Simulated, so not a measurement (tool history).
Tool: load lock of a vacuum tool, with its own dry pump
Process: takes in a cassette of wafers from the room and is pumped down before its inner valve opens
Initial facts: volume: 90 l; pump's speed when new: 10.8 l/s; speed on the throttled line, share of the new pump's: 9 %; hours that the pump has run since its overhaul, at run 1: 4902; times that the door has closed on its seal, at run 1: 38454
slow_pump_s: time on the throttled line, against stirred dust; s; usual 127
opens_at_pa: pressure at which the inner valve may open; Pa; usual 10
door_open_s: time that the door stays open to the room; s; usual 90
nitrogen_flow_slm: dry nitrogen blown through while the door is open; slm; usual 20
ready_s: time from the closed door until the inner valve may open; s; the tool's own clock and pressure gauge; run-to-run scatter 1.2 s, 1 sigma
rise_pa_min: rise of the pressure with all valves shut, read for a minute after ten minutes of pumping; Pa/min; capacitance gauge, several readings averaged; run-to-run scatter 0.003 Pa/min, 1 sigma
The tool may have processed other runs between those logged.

| run | hour | slow_pump_s | opens_at_pa | door_open_s | nitrogen_flow_slm | hours that the pump has run since its overhaul | times that the door has closed on its seal | incoming humidity of the room's air, % | ready_s | rise_pa_min |
|---|---|---|---|---|---|---|---|---|---|---|
| 1 | 0 | 127 | 10 | 90 | 20 | 4902 | 38454 | 43.2 | 194.1 | 0.04 |
| 2 | 238.7 | 127 | 10 | 90 | 20 | 5141 | 39438 | 46.1 | 193.9 | 0.049 |
| 3 | 497.3 | 127 | 10 | 90 | 20 | 5400 | 40504 | 46.8 | 191.8 | 0.043 |
| 4 | 808.1 | 127 | 10 | 90 | 20 | 5711 | 41785 | 42.3 | 194.9 | 0.039 |
| 5 | 1040.1 | 210 | 10 | 90 | 20 | 5942 | 42740 | 43.9 | 269 | 0.043 |
| 6 | 1299.7 | 210 | 10 | 90 | 20 | 6202 | 43811 | 45.1 | 270.1 | 0.045 |
| 7 | 1531.2 | 210 | 10 | 90 | 20 | 6434 | 44764 | 44 | 270 | 0.045 |
| 8 | 1829.5 | 72 | 14 | 90 | 27 | 6732 | 45994 | 43.7 | 140.5 | 0.036 |
| 9 | 2036.7 | 72 | 7 | 71 | 31 | 6939 | 46848 | 42.6 | 146.3 | 0.03 |
| 10 | 2333.4 | 246 | 10 | 27 | 44 | 7236 | 48071 | 42.5 | 301.2 | 0.017 |
| 11 | 2533.7 | 121 | 10 | 90 | 20 | 7436 | 48896 | 43.4 | 190.4 | 0.042 |
| 12 | 2828.4 | 127 | 10 | 149 | 24 | 7731 | 50110 | 45.3 | 194.2 | 0.049 |

Alternative continuations, all from the tool just after run 12; predict every row:
| A | 3087.1 | 127 | 10 | 90 | 20 | 7990 | 51177 | 46.8 | ? | ? |
| B | 3087.1 | 145 | 10 | 90 | 37 | 7990 | 51177 | 45.6 | ? | ? |
| C | 3087.1 | 69 | 13 | 90 | 32 | 7990 | 51177 | 43.1 | ? | ? |
| D | 3087.1 | 159 | 13 | 42 | 24 | 7990 | 51177 | 46.6 | ? | ? |

| run | ready_s | rise_pa_min |
|---|---|---|
| A | 193.6 | 0.047 |
| B | 210.2 | 0.031 |
| C | 138.2 | 0.035 |
| D | 221.9 | 0.033 |
What these runs would have given with no unlogged condition in the tool:
| run | ready_s | rise_pa_min |
|---|---|---|
| A | 193.5 | 0.046 |
| B | 210.2 | 0.03 |
| C | 138.2 | 0.034 |
| D | 221.9 | 0.032 |
